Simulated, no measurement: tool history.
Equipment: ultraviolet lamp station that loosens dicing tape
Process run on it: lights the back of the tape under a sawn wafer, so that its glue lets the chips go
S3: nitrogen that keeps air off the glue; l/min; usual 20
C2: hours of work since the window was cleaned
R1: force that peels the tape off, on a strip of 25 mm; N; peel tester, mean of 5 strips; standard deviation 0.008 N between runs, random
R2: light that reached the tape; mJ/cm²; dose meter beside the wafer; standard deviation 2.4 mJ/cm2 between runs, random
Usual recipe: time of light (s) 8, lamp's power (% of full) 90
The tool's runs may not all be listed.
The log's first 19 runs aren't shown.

run 20 hour=178.9 | time_of_light_(s)=8 lamp's_power_(%_of_full)=90 S3=13 | hours_of_work_of_the_lamp=153 C2=233 | R1=0.567 R2=216
run 21 hour=187 | time_of_light_(s)=8 lamp's_power_(%_of_full)=90 S3=13 | hours_of_work_of_the_lamp=159 C2=239 | R1=0.554 R2=218
run 22 hour=197.8 | time_of_light_(s)=8 lamp's_power_(%_of_full)=90 S3=13 | hours_of_work_of_the_lamp=167 C2=247 | R1=0.567 R2=216
run 23 hour=211 | time_of_light_(s)=8 lamp's_power_(%_of_full)=90 S3=13 | hours_of_work_of_the_lamp=177 C2=257 | R1=0.578 R2=217
run 24 hour=219.7 | time_of_light_(s)=7 lamp's_power_(%_of_full)=95 S3=22 | hours_of_work_of_the_lamp=184 C2=264 | R1=0.489 R2=197
run 25 hour=229.6 | time_of_light_(s)=5 lamp's_power_(%_of_full)=90 S3=18 | hours_of_work_of_the_lamp=191 C2=271 | R1=1.17 R2=133
-- hour=231.2 window cleaned of glue's vapour
run 26 hour=239.7 | time_of_light_(s)=5 lamp's_power_(%_of_full)=83 S3=20 | hours_of_work_of_the_lamp=199 C2=6 | R1=0.989 R2=141
run 27 hour=245.9 | time_of_light_(s)=7 lamp's_power_(%_of_full)=84 S3=20 | hours_of_work_of_the_lamp=203 C2=11 | R1=0.493 R2=204
run 28 hour=257.2 | time_of_light_(s)=5 lamp's_power_(%_of_full)=90 S3=20 | hours_of_work_of_the_lamp=212 C2=20 | R1=0.865 R2=155
run 29 hour=268.3 | time_of_light_(s)=7 lamp's_power_(%_of_full)=81 S3=20 | hours_of_work_of_the_lamp=221 C2=28 | R1=0.545 R2=195
run 30 hour=280.6 | time_of_light_(s)=7 lamp's_power_(%_of_full)=92 S3=20 | hours_of_work_of_the_lamp=230 C2=38 | R1=0.453 R2=215
run 31 hour=286.8 | time_of_light_(s)=7 lamp's_power_(%_of_full)=92 S3=20 | hours_of_work_of_the_lamp=235 C2=42 | R1=0.407 R2=216
run 32 hour=296.1 | time_of_light_(s)=4 lamp's_power_(%_of_full)=71 S3=20 | hours_of_work_of_the_lamp=242 C2=50 | R1=1.849 R2=95
run 33 hour=308.9 | time_of_light_(s)=4 lamp's_power_(%_of_full)=68 S3=23 | hours_of_work_of_the_lamp=252 C2=59 | R1=1.872 R2=87
run 34 hour=318.4 | time_of_light_(s)=4 lamp's_power_(%_of_full)=68 S3=23 | hours_of_work_of_the_lamp=259 C2=67 | R1=1.907 R2=94
run 35 hour=328.4 | time_of_light_(s)=4 lamp's_power_(%_of_full)=68 S3=23 | hours_of_work_of_the_lamp=267 C2=74 | R1=1.809 R2=91
run 36 hour=340.7 | time_of_light_(s)=8 lamp's_power_(%_of_full)=87 S3=20 | hours_of_work_of_the_lamp=276 C2=84 | R1=0.393 R2=225
run 37 hour=349.7 | time_of_light_(s)=4 lamp's_power_(%_of_full)=81 S3=25 | hours_of_work_of_the_lamp=283 C2=91 | R1=1.457 R2=104
run 38 hour=359.6 | time_of_light_(s)=8 lamp's_power_(%_of_full)=64 S3=22 | hours_of_work_of_the_lamp=290 C2=98 | R1=0.709 R2=165
run 39 hour=366.5 | time_of_light_(s)=9 lamp's_power_(%_of_full)=96 S3=20 | hours_of_work_of_the_lamp=296 C2=103 | R1=0.284 R2=280
run 40 hour=372.2 | time_of_light_(s)=4 lamp's_power_(%_of_full)=83 S3=16 | hours_of_work_of_the_lamp=300 C2=108 | R1=1.717 R2=108
run 41 hour=378.2 | time_of_light_(s)=5 lamp's_power_(%_of_full)=89 S3=20 | hours_of_work_of_the_lamp=305 C2=112 | R1=0.984 R2=143
run 42 hour=388.7 | time_of_light_(s)=5 lamp's_power_(%_of_full)=89 S3=20 | hours_of_work_of_the_lamp=313 C2=120 | R1=0.985 R2=138
run 43 hour=395.3 | time_of_light_(s)=8 lamp's_power_(%_of_full)=69 S3=11 | hours_of_work_of_the_lamp=318 C2=126 | R1=0.959 R2=174

Run 44, settings as shown, results not yet in. Your forecast:
run 44 hour=401.7 | time_of_light_(s)=6 lamp's_power_(%_of_full)=71 S3=10 | hours_of_work_of_the_lamp=323 C2=130 | R1=? R2=?

{"run 44": {"R1": 1.587, "R2": 130}}
Had the tool carried no hidden state, the very same run would have given R1 1.254 N, R2 152 mJ/cm².
